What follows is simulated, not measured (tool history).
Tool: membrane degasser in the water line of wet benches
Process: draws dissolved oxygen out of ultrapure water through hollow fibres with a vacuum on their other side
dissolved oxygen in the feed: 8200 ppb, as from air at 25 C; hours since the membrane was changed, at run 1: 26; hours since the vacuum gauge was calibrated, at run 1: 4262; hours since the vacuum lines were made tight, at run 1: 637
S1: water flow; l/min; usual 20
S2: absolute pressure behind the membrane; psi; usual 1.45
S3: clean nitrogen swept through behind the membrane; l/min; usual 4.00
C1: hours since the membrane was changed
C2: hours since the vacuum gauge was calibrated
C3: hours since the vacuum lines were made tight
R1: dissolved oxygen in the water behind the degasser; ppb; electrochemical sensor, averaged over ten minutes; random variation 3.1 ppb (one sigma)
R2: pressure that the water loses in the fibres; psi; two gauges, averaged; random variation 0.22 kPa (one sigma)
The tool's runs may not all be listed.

Run 1, hour 0.0: usual settings; C1 26; C2 4262; C3 637. Result: R1 316.8 ppb, R2 7.728 psi.
Run 2, hour 36.8: usual settings; C1 63; C2 4299; C3 674. Result: R1 313.8 ppb, R2 7.771 psi.
Run 3, hour 64.0: usual settings but S2 2.93 psi; C1 90; C2 4326; C3 701. Result: R1 429.0 ppb, R2 7.800 psi.
Run 4, hour 95.6: usual settings; C1 122; C2 4358; C3 733. Result: R1 313.2 ppb, R2 7.816 psi.
Run 5, hour 120.0: usual settings but S2 1.94 psi; C1 146; C2 4382; C3 757. Result: R1 346.1 ppb, R2 7.844 psi.
Run 6, hour 140.0: usual settings but S2 1.94 psi; C1 166; C2 4403; C3 777. Result: R1 350.6 ppb, R2 7.765 psi.
Run 7, hour 182.5: usual settings but S2 1.04 psi; C1 209; C2 4445; C3 820. Result: R1 288.7 ppb, R2 7.794 psi.
Run 8, hour 209.1: usual settings; C1 235; C2 4472; C3 847. Result: R1 320.0 ppb, R2 7.835 psi.
Run 9, hour 229.2: usual settings but S3 4.02 l/min; C1 255; C2 4492; C3 867. Result: R1 314.8 ppb, R2 7.783 psi.
Run 10, hour 252.5: usual settings but S3 4.02 l/min; C1 279; C2 4515; C3 890. Result: R1 315.0 ppb, R2 7.771 psi.
Run 11, hour 296.9: usual settings; C1 323; C2 4559; C3 934. Result: R1 314.1 ppb, R2 7.723 psi.
Run 12, hour 326.2: usual settings but S2 0.96 psi; C1 352; C2 4589; C3 964. Result: R1 281.6 ppb, R2 7.778 psi.
Run 13, hour 357.4: usual settings but S2 0.96 psi; C1 384; C2 4620; C3 995. Result: R1 281.9 ppb, R2 7.787 psi.
Run 14, hour 387.3: usual settings; C1 414; C2 4650; C3 1025. Result: R1 313.5 ppb, R2 7.774 psi.
Run 15, hour 428.9: usual settings; C1 455; C2 4691; C3 1066. Result: R1 318.8 ppb, R2 7.793 psi.
Run 16, hour 458.0: usual settings; C1 484; C2 4720; C3 1095. Result: R1 319.8 ppb, R2 7.826 psi.
Run 17, hour 495.7: usual settings; C1 522; C2 4758; C3 1133. Result: R1 316.5 ppb, R2 7.807 psi.
Run 18, hour 535.7: usual settings but S1 27 l/min, S3 5.66 l/min; C1 562; C2 4798; C3 1173. Result: R1 479.0 ppb, R2 10.415 psi.
Run 19, hour 575.8: usual settings but S1 27 l/min, S3 5.66 l/min; C1 602; C2 4838; C3 1213. Result: R1 472.6 ppb, R2 10.514 psi.
Run 20, hour 615.3: usual settings but S1 14 l/min, S2 2.64 psi, S3 3.80 l/min; C1 642; C2 4878; C3 1253. Result: R1 249.3 ppb, R2 5.432 psi.
Run 21, hour 641.2: usual settings but S2 2.93 psi; C1 668; C2 4904; C3 1279. Result: R1 434.9 ppb, R2 7.836 psi.
Run 22, hour 673.4: usual settings but S1 19 l/min, S2 2.51 psi, S3 9.50 l/min; C1 700; C2 4936; C3 1311. Result: R1 282.8 ppb, R2 7.427 psi.
Run 23, hour 705.4: usual settings but S2 3.09 psi, S3 2.95 l/min; C1 732; C2 4968; C3 1343. Result: R1 515.2 ppb, R2 7.790 psi.
Run 24, hour 742.8: usual settings but S2 2.38 psi, S3 6.28 l/min; C1 769; C2 5005; C3 1380. Result: R1 342.6 ppb, R2 7.819 psi.
Run 25, hour 782.5: usual settings but S2 2.67 psi; C1 809; C2 5045; C3 1420. Result: R1 405.0 ppb, R2 7.796 psi.
Run 26, hour 830.5: usual settings but S2 1.06 psi, S3 2.08 l/min; C1 857; C2 5093; C3 1468. Result: R1 336.9 ppb, R2 7.796 psi.
Run 27, hour 874.1: usual settings but S2 1.06 psi, S3 2.08 l/min; C1 900; C2 5137; C3 1512. Result: R1 331.3 ppb, R2 7.842 psi.
Run 28, hour 902.3: usual settings but S2 1.06 psi, S3 2.08 l/min; C1 929; C2 5165; C3 1540. Result: R1 339.7 ppb, R2 7.913 psi.
Run 29, hour 938.2: usual settings but S1 27 l/min, S2 2.94 psi, S3 2.21 l/min; C1 964; C2 5201; C3 1576. Result: R1 841.1 ppb, R2 10.691 psi.
Run 30, hour 966.6: usual settings but S1 27 l/min, S2 2.94 psi, S3 2.21 l/min; C1 993; C2 5229; C3 1604. Result: R1 817.5 ppb, R2 10.569 psi.
Run 31, hour 1000.1: usual settings but S2 3.15 psi, S3 2.31 l/min; C1 1026; C2 5263; C3 1638. Result: R1 601.0 ppb, R2 7.838 psi.
Run 32, hour 1032.9: usual settings but S1 15 l/min, S2 3.38 psi, S3 10.46 l/min; C1 1059; C2 5295; C3 1670. Result: R1 205.6 ppb, R2 5.902 psi.

Some steps in R1 between neighbouring runs. How much of each would the tool show without its hidden state too (settings, what came in, random variation), and how much is left for the hidden state, with any gauge scatter that isn't in both results?
The hidden state here: membrane still open, %; true pressure behind the membrane over the reading, kPa; air that leaks in behind the membrane, l/min; drift of the gauge itself on oxygen_ppb, %; drift of the gauge itself on loss_of_pressure_kpa, %.
Run 22 -> 23: S1 19 -> 20, S2 2.51 -> 3.09, S3 9.50 -> 2.95. R1 +232.4 ppb: hidden state +4.1, all else +228.3.
Run 28 -> 29: S1 20 -> 27, S2 1.06 -> 2.94, S3 2.08 -> 2.21. R1 +501.4 ppb: hidden state +4.2, all else +497.2.
Run 31 -> 32: S1 20 -> 15, S2 3.15 -> 3.38, S3 2.31 -> 10.46. R1 -395.4 ppb: hidden state -7.9, all else -387.5.
